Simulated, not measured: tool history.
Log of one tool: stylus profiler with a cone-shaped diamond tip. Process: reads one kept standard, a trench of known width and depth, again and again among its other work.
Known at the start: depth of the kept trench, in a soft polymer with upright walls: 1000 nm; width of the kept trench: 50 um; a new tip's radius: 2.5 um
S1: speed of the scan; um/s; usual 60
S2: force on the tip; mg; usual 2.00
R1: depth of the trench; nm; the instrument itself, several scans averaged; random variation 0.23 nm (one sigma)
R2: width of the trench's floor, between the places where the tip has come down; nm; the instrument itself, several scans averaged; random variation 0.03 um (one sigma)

run    day   S1    S2       R1     R2
  1  0.000   60  2.00  1009.75  45580
  2  0.358   60  2.33  1010.29  45670
  3  0.912   60  2.00  1009.77  45620
  4  1.371   60  2.00  1009.70  45620
  5  1.954   60  2.00  1009.13  45610
  6  2.458   60  2.00  1009.23  45580
  7  3.038   60  2.00  1009.77  45630
  8  3.483  108  0.78  1005.12  44850
  9  4.021  125  2.00  1009.72  45160
 10  4.600   60  1.34  1007.26  45480
 11  5.108   60  1.60  1008.32  45570
 12  5.812   60  1.60  1008.46  45560
 13  6.492   60  1.60  1007.78  45510
 14  6.829  114  2.00  1009.62  45210

5 ways to go on from here, each from the tool as it stands after run 14. What would each give?
  A  7.196   26  5.27   ?   ?
  B  7.196   60  1.75   ?   ?
  C  7.196   17  3.33   ?   ?
  D  7.196   19  2.00   ?   ?
  E  7.196  114  1.89   ?   ?

run       R1     R2
  A  1018.35  45920
  B  1008.49  45540
  C  1013.41  45910
  D  1009.54  45870
  E  1009.23  45200
Without the tool's hidden state the same runs would have given:
run       R1     R2
  A  1018.37  45930
  B  1008.51  45550
  C  1013.43  45920
  D  1009.56  45880
  E  1009.25  45210

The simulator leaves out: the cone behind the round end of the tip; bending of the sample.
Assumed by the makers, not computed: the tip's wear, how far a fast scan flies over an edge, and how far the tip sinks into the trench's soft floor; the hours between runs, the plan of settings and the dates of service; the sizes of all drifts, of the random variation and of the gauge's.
